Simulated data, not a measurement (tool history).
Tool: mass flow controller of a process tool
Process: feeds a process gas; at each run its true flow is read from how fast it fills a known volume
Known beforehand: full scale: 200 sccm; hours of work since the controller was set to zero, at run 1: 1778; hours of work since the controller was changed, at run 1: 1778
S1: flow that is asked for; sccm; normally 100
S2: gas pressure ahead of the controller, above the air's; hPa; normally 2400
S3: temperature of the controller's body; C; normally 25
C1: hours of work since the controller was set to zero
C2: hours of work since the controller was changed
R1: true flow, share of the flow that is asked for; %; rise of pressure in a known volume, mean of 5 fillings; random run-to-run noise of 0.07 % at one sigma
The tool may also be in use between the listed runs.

run,day,S1,S2,S3,C1,C2,R1
1,0.000,100,2400,25,1778,1778,98.50
2,2.579,100,2400,25,1814,1814,98.62
3,6.912,143,2400,25,1873,1873,99.11
4,10.662,143,1440,25,1925,1925,99.28
5,15.821,143,1440,25,1996,1996,99.25
6,20.054,143,1440,25,2055,2055,99.32
7,22.742,143,1440,25,2092,2092,99.29
8,26.350,143,1440,25,2142,2142,99.40
9,31.171,143,1440,24,2208,2208,99.23
10,34.167,143,1440,24,2249,2249,99.20
11,36.658,143,1440,24,2284,2284,99.21
12,41.408,143,1440,24,2349,2349,99.11
13,46.358,143,1440,24,2418,2418,99.27
14,48.688,100,2400,25,2450,2450,98.54
15,51.288,100,2400,25,2486,2486,98.49
16,53.925,100,2400,39,2522,2522,99.91
17,57.242,100,2400,39,2568,2568,99.88
18,62.462,100,2400,27,2640,2640,98.70
19,66.896,100,2400,27,2701,2701,98.81
20,71.642,28,2400,25,2767,2767,97.56
21,74.654,28,2400,25,2808,2808,97.43
22,79.892,28,2400,25,2880,2880,97.55
23,82.625,100,2400,25,2918,2918,98.44
24,87.146,114,2400,25,2980,2980,98.68
25,90.500,100,2070,36,3027,3027,99.71
26,95.362,100,2070,36,3094,3094,99.67
27,99.112,36,1420,21,3146,3146,97.45
28,103.908,36,1920,24,3212,3212,97.60
29,107.358,32,1920,33,3259,3259,98.65
30,112.467,100,2170,25,3330,3330,98.46
31,117.038,123,2300,25,3393,3393,98.76
32,119.438,123,2300,31,3426,3426,99.49
33,124.138,41,2300,37,3491,3491,98.96
34,128.042,41,2190,34,3545,3545,98.55
35,132.812,41,2190,34,3611,3611,98.68
36,137.067,39,1840,26,3669,3669,97.85
37,139.954,100,2400,37,3709,3709,99.73
38,145.000,127,1750,36,3779,3779,100.16
39,149.683,127,2100,25,3843,3843,98.94
40,152.542,100,1720,25,3883,3883,98.63
41,157.979,100,1720,25,3958,3958,98.55
42,163.296,100,1440,25,4031,4031,98.70
43,168.354,100,1440,25,4101,4101,98.61
44,171.525,62,1440,21,4145,4145,97.67
45,176.846,62,1440,21,4218,4218,97.83
46,180.750,28,2400,27,4272,4272,97.62
47,184.717,28,2400,27,4327,4327,97.76
48,189.404,36,2360,26,4391,4391,97.74

Predict each of these 3 candidate next runs independently; none follows another, all start after run 48:
A,191.912,100,2680,32,4426,4426,?
B,191.912,100,1710,24,4426,4426,?
C,191.912,23,1760,25,4426,4426,?

run,R1
A,99.30
B,98.58
C,97.51
With no hidden state in the tool, these same runs would have given:
run,R1
A,99.31
B,98.58
C,97.53

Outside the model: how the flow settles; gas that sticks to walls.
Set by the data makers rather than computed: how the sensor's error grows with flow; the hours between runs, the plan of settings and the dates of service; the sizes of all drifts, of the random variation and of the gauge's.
